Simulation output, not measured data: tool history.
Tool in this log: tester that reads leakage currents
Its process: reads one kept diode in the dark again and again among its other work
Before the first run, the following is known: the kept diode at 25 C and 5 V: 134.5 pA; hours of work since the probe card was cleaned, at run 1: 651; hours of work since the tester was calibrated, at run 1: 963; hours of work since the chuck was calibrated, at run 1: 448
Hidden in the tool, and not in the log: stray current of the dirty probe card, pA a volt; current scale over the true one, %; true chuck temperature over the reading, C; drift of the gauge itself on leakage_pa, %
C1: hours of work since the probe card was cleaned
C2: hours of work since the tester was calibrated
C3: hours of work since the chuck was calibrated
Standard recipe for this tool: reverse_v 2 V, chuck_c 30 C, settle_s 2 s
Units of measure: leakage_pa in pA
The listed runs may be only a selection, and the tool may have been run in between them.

{"run": 1, "hour": 0.0, "reverse_v": 2, "chuck_c": 30, "settle_s": 2, "C1": 651, "C2": 963, "C3": 448, "leakage_pa": 131.22}
{"run": 2, "hour": 93.1, "reverse_v": 2, "chuck_c": 30, "settle_s": 2, "C1": 699, "C2": 1011, "C3": 497, "leakage_pa": 130.45}
{"run": 3, "hour": 172.7, "reverse_v": 2, "chuck_c": 45, "settle_s": 2, "C1": 740, "C2": 1053, "C3": 538, "leakage_pa": 444.8}
{"run": 4, "hour": 245.7, "reverse_v": 2, "chuck_c": 45, "settle_s": 2, "C1": 778, "C2": 1091, "C3": 576, "leakage_pa": 444.3}
{"run": 5, "hour": 334.1, "reverse_v": 2, "chuck_c": 27, "settle_s": 2, "C1": 824, "C2": 1136, "C3": 622, "leakage_pa": 100.07}
{"run": 6, "hour": 434.9, "reverse_v": 2, "chuck_c": 27, "settle_s": 2, "C1": 876, "C2": 1189, "C3": 674, "leakage_pa": 99.63}
{"run": 7, "hour": 502.8, "reverse_v": 2, "chuck_c": 27, "settle_s": 2, "C1": 912, "C2": 1224, "C3": 710, "leakage_pa": 99.26}
{"run": 8, "hour": 570.2, "reverse_v": 2, "chuck_c": 27, "settle_s": 2, "C1": 947, "C2": 1259, "C3": 745, "leakage_pa": 98.85}
{"run": 9, "hour": 670.5, "reverse_v": 2, "chuck_c": 27, "settle_s": 2, "C1": 999, "C2": 1311, "C3": 797, "leakage_pa": 98.22}
{"run": 10, "hour": 726.6, "reverse_v": 2.44, "chuck_c": 30, "settle_s": 2, "C1": 1028, "C2": 1340, "C3": 826, "leakage_pa": 140.33}
{"run": 11, "hour": 807.3, "reverse_v": 2, "chuck_c": 30, "settle_s": 2, "C1": 1070, "C2": 1382, "C3": 868, "leakage_pa": 127.57}
{"run": 12, "hour": 896.0, "reverse_v": 2, "chuck_c": 30, "settle_s": 2, "C1": 1116, "C2": 1428, "C3": 914, "leakage_pa": 126.18}
{"run": 13, "hour": 1006.4, "reverse_v": 2, "chuck_c": 30, "settle_s": 1.27, "C1": 1173, "C2": 1486, "C3": 971, "leakage_pa": 125.62}
{"run": 14, "hour": 1113.3, "reverse_v": 2, "chuck_c": 30, "settle_s": 1.27, "C1": 1229, "C2": 1541, "C3": 1027, "leakage_pa": 125.32}
{"run": 15, "hour": 1192.7, "reverse_v": 3.82, "chuck_c": 30, "settle_s": 2, "C1": 1270, "C2": 1582, "C3": 1068, "leakage_pa": 172.42}
{"run": 16, "hour": 1277.1, "reverse_v": 11.59, "chuck_c": 33, "settle_s": 0.57, "C1": 1314, "C2": 1626, "C3": 1112, "leakage_pa": 389.81}
{"run": 17, "hour": 1368.1, "reverse_v": 9.65, "chuck_c": 33, "settle_s": 6.74, "C1": 1361, "C2": 1673, "C3": 1159, "leakage_pa": 348.69}
{"run": 18, "hour": 1417.2, "reverse_v": 9.65, "chuck_c": 33, "settle_s": 0.39, "C1": 1387, "C2": 1699, "C3": 1184, "leakage_pa": 354.26}
{"hour": 1467.5, "done": "chuck's temperature calibrated"}
{"run": 19, "hour": 1498.0, "reverse_v": 9.65, "chuck_c": 33, "settle_s": 0.39, "C1": 1428, "C2": 1740, "C3": 16, "leakage_pa": 378.84}
{"run": 20, "hour": 1545.6, "reverse_v": 4.91, "chuck_c": 59, "settle_s": 1.44, "C1": 1452, "C2": 1765, "C3": 41, "leakage_pa": 2006.4}
{"run": 21, "hour": 1653.0, "reverse_v": 1.53, "chuck_c": 22, "settle_s": 2, "C1": 1508, "C2": 1820, "C3": 96, "leakage_pa": 57.76}
{"run": 22, "hour": 1722.5, "reverse_v": 1.53, "chuck_c": 26, "settle_s": 4.63, "C1": 1544, "C2": 1857, "C3": 132, "leakage_pa": 81.92}
{"run": 23, "hour": 1793.9, "reverse_v": 18.12, "chuck_c": 22, "settle_s": 2, "C1": 1581, "C2": 1894, "C3": 170, "leakage_pa": 206.1}

Estimate the outcome of run 24 from the log above:
{"run": 24, "hour": 1895.2, "reverse_v": 18.12, "chuck_c": 22, "settle_s": 2, "C1": 1634, "C2": 1946, "C3": 222, "leakage_pa": "?"}

leakage_pa: 205.57 pA
Minus the tool's unlogged condition, the same run would have read leakage_pa 195.32 pA.
